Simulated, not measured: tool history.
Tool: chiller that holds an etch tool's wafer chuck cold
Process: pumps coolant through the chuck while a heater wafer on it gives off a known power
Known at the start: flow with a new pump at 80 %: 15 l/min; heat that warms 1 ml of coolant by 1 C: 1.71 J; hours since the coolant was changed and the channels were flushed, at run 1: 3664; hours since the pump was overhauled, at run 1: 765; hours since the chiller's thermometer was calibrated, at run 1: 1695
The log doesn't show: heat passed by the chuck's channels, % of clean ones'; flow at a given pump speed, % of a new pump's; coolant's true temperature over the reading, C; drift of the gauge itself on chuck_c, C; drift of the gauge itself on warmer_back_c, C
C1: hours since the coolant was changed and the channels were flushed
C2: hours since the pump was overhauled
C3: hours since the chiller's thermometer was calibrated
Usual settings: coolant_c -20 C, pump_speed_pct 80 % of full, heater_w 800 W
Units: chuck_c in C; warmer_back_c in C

{"run": 1, "hour": 0.0, "coolant_c": -20, "pump_speed_pct": 80, "heater_w": 800, "C1": 3664, "C2": 765, "C3": 1695, "chuck_c": -15.13, "warmer_back_c": 1.82}
{"run": 2, "hour": 37.4, "coolant_c": -20, "pump_speed_pct": 80, "heater_w": 800, "C1": 3701, "C2": 802, "C3": 1733, "chuck_c": -15.32, "warmer_back_c": 1.92}
{"run": 3, "hour": 81.0, "coolant_c": -20, "pump_speed_pct": 100, "heater_w": 800, "C1": 3745, "C2": 846, "C3": 1776, "chuck_c": -15.99, "warmer_back_c": 1.5}
{"run": 4, "hour": 125.6, "coolant_c": -20, "pump_speed_pct": 100, "heater_w": 800, "C1": 3789, "C2": 890, "C3": 1821, "chuck_c": -16.04, "warmer_back_c": 1.51}
{"run": 5, "hour": 158.9, "coolant_c": -20, "pump_speed_pct": 100, "heater_w": 800, "C1": 3823, "C2": 924, "C3": 1854, "chuck_c": -16.01, "warmer_back_c": 1.45}
{"run": 6, "hour": 200.5, "coolant_c": -20, "pump_speed_pct": 80, "heater_w": 800, "C1": 3864, "C2": 965, "C3": 1896, "chuck_c": -15.36, "warmer_back_c": 1.89}
{"run": 7, "hour": 249.1, "coolant_c": -20, "pump_speed_pct": 80, "heater_w": 800, "C1": 3913, "C2": 1014, "C3": 1944, "chuck_c": -15.34, "warmer_back_c": 1.9}
{"run": 8, "hour": 304.7, "coolant_c": -20, "pump_speed_pct": 67, "heater_w": 409, "C1": 3969, "C2": 1069, "C3": 2000, "chuck_c": -17.33, "warmer_back_c": 1.13}
{"run": 9, "hour": 336.9, "coolant_c": -12, "pump_speed_pct": 67, "heater_w": 409, "C1": 4001, "C2": 1102, "C3": 2032, "chuck_c": -8.99, "warmer_back_c": 1.14}
{"run": 10, "hour": 409.6, "coolant_c": -20, "pump_speed_pct": 62, "heater_w": 800, "C1": 4073, "C2": 1174, "C3": 2105, "chuck_c": -14.29, "warmer_back_c": 2.49}
{"hour": 437.6, "done": "chiller's thermometer calibrated"}
{"run": 11, "hour": 484.6, "coolant_c": -17, "pump_speed_pct": 87, "heater_w": 1055, "C1": 4147, "C2": 1248, "C3": 47, "chuck_c": -10.98, "warmer_back_c": 2.29}
{"run": 12, "hour": 532.5, "coolant_c": -20, "pump_speed_pct": 86, "heater_w": 888, "C1": 4195, "C2": 1296, "C3": 95, "chuck_c": -14.93, "warmer_back_c": 1.9}
{"run": 13, "hour": 578.8, "coolant_c": -20, "pump_speed_pct": 61, "heater_w": 888, "C1": 4242, "C2": 1343, "C3": 141, "chuck_c": -13.38, "warmer_back_c": 2.72}

4 ways to go on from here, each from the tool as it stands after run 13. What would each give?
{"run": "A", "hour": 621.9, "coolant_c": -20, "pump_speed_pct": 60, "heater_w": 880, "C1": 4285, "C2": 1386, "C3": 184, "chuck_c": "?", "warmer_back_c": "?"}
{"run": "B", "hour": 621.9, "coolant_c": -20, "pump_speed_pct": 61, "heater_w": 656, "C1": 4285, "C2": 1386, "C3": 184, "chuck_c": "?", "warmer_back_c": "?"}
{"run": "C", "hour": 621.9, "coolant_c": -12, "pump_speed_pct": 80, "heater_w": 800, "C1": 4285, "C2": 1386, "C3": 184, "chuck_c": "?", "warmer_back_c": "?"}
{"run": "D", "hour": 621.9, "coolant_c": -15, "pump_speed_pct": 66, "heater_w": 567, "C1": 4285, "C2": 1386, "C3": 184, "chuck_c": "?", "warmer_back_c": "?"}

run=A chuck_c=-13.41 warmer_back_c=2.74
run=B chuck_c=-14.89 warmer_back_c=2.05
run=C chuck_c=-7.04 warmer_back_c=1.89
run=D chuck_c=-10.99 warmer_back_c=1.59
Without the tool's hidden state the same runs would have given:
run=A chuck_c=-13.69 warmer_back_c=2.73
run=B chuck_c=-15.16 warmer_back_c=2.04
run=C chuck_c=-7.32 warmer_back_c=1.89
run=D chuck_c=-11.26 warmer_back_c=1.59
